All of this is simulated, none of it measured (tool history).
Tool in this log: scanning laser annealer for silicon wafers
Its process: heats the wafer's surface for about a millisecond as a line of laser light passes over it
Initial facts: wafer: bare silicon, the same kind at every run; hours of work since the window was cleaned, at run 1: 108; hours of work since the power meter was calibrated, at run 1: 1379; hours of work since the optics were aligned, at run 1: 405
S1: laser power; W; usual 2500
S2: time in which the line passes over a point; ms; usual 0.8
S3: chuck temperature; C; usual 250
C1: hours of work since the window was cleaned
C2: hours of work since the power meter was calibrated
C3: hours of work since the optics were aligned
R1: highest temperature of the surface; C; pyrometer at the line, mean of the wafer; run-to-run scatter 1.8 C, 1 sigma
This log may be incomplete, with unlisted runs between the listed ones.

Run 1, hour 0: usual settings; C1 108; C2 1379; C3 405. Result: R1 1041 C.
Run 2, hour 70.9: usual settings; C1 160; C2 1431; C3 457. Result: R1 1038 C.
Run 3, hour 132.8: usual settings; C1 206; C2 1477; C3 503. Result: R1 1033 C.
Run 4, hour 201.4: usual settings; C1 256; C2 1527; C3 553. Result: R1 1028 C.
Run 5, hour 250: usual settings; C1 292; C2 1563; C3 589. Result: R1 1028 C.
Run 6, hour 302.5: usual settings but S1 2439 W; C1 330; C2 1602; C3 628. Result: R1 995 C.
Run 7, hour 366.8: usual settings but S1 2439 W; C1 378; C2 1649; C3 675. Result: R1 994 C.
Run 8, hour 406.4: usual settings but S1 2414 W; C1 407; C2 1678; C3 704. Result: R1 982 C.
At hour 424.7: window over the wafer cleaned.
Run 9, hour 437.7: usual settings but S1 2414 W; C1 10; C2 1700; C3 726. Result: R1 1006 C.
Run 10, hour 500.5: usual settings but S2 0.69 ms; C1 56; C2 1746; C3 772. Result: R1 986 C.
Run 11, hour 545.9: usual settings but S2 0.69 ms; C1 89; C2 1779; C3 805. Result: R1 983 C.
Run 12, hour 575.8: usual settings but S2 0.69 ms; C1 111; C2 1801; C3 827. Result: R1 980 C.
Run 13, hour 640.2: usual settings but S3 211 C; C1 158; C2 1849; C3 874. Result: R1 987 C.
Run 14, hour 685.8: usual settings but S3 211 C; C1 192; C2 1882; C3 908. Result: R1 984 C.
Run 15, hour 720.1: usual settings but S3 211 C; C1 217; C2 1907; C3 933. Result: R1 980 C.
Run 16, hour 763.2: usual settings but S3 211 C; C1 249; C2 1939; C3 965. Result: R1 976 C.
Run 17, hour 815.8: usual settings but S1 2392 W, S3 211 C; C1 288; C2 1978; C3 1004. Result: R1 932 C.
At hour 826.7: optics aligned, line set to its width.
Run 18, hour 852.8: usual settings; C1 311; C2 2001; C3 19. Result: R1 1034 C.
Run 19, hour 911.3: usual settings; C1 354; C2 2044; C3 62. Result: R1 1028 C.
Run 20, hour 981.8: usual settings but S1 2672 W, S2 0.964 ms, S3 238 C; C1 406; C2 2096; C3 114. Result: R1 1152 C.
At hour 999.8: window over the wafer cleaned.
Run 21, hour 1040.3: usual settings but S2 0.806 ms; C1 30; C2 2138; C3 156. Result: R1 1050 C.
Run 22, hour 1071.2: usual settings but S1 2576 W, S2 0.786 ms; C1 52; C2 2160; C3 178. Result: R1 1070 C.
Run 23, hour 1112.3: usual settings but S1 2144 W, S2 0.882 ms, S3 268 C; C1 83; C2 2191; C3 209. Result: R1 954 C.
Run 24, hour 1149.1: usual settings but S1 2144 W, S2 0.785 ms, S3 268 C; C1 110; C2 2218; C3 236. Result: R1 913 C.
Run 25, hour 1209.3: usual settings but S1 2144 W, S2 0.785 ms, S3 268 C; C1 154; C2 2262; C3 280. Result: R1 914 C.
Run 26, hour 1266.8: usual settings but S1 2207 W, S2 0.573 ms, S3 226 C; C1 196; C2 2304; C3 322. Result: R1 805 C.
Run 27, hour 1305.6: usual settings but S1 2201 W, S3 236 C; C1 225; C2 2333; C3 351. Result: R1 903 C.
Run 28, hour 1363.3: usual settings but S1 2201 W, S3 236 C; C1 267; C2 2375; C3 393. Result: R1 895 C.
Run 29, hour 1431.7: usual settings but S1 2402 W, S2 0.657 ms, S3 236 C; C1 318; C2 2426; C3 443. Result: R1 905 C.
Run 30, hour 1465.4: usual settings but S1 2614 W, S3 246 C; C1 342; C2 2450; C3 468. Result: R1 1057 C.
Run 31, hour 1497: usual settings but S1 2549 W, S2 0.804 ms, S3 230 C; C1 366; C2 2474; C3 492. Result: R1 1017 C.
Run 32, hour 1564.4: usual settings but S1 2721 W, S2 0.804 ms, S3 230 C; C1 415; C2 2523; C3 541. Result: R1 1077 C.
At hour 1572.1: window over the wafer cleaned.
Run 33, hour 1608.3: usual settings but S1 2130 W, S2 0.804 ms, S3 253 C; C1 27; C2 2554; C3 572. Result: R1 897 C.
Run 34, hour 1643.6: usual settings but S1 2707 W, S2 0.785 ms; C1 53; C2 2580; C3 598. Result: R1 1107 C.
Run 35, hour 1678.7: usual settings but S1 2733 W, S2 0.588 ms, S3 260 C; C1 78; C2 2606; C3 624. Result: R1 1021 C.
Run 36, hour 1732.4: usual settings but S2 0.763 ms; C1 118; C2 2645; C3 663. Result: R1 1011 C.
Run 37, hour 1796.1: usual settings but S2 0.763 ms; C1 165; C2 2692; C3 710. Result: R1 1007 C.

How the hidden state differs across the entries between the runs, from the last listed run before each to the first after it:
Logged between run 8 and run 9: window over the wafer cleaned (hour 424.7)
  light that passes the window, % of a clean one's: 97.28 -> 99.89; laser's true power over the reading, %: -0.31 -> -0.32; width of the line over the set one, %: 2.58 -> 2.65
  difference, measured minus the result without the unlogged condition, R1: -45 -> -20 C
Logged between run 17 and run 18: optics aligned, line set to its width (hour 826.7)
  light that passes the window, % of a clean one's: 97.93 -> 97.76; laser's true power over the reading, %: -0.42 -> -0.43; width of the line over the set one, %: 3.62 -> 0.27
  difference, measured minus the result without the unlogged condition, R1: -45 -> -28 C
Logged between run 20 and run 21: window over the wafer cleaned (hour 999.8)
  light that passes the window, % of a clean one's: 97.11 -> 99.66; laser's true power over the reading, %: -0.47 -> -0.48; width of the line over the set one, %: 0.61 -> 0.76
  difference, measured minus the result without the unlogged condition, R1: -44 -> -13 C
Logged between run 32 and run 33: window over the wafer cleaned (hour 1572.1)
  light that passes the window, % of a clean one's: 96.98 -> 99.49; laser's true power over the reading, %: -0.62 -> -0.63; width of the line over the set one, %: 2.14 -> 2.25
  difference, measured minus the result without the unlogged condition, R1: -56 -> -21 C
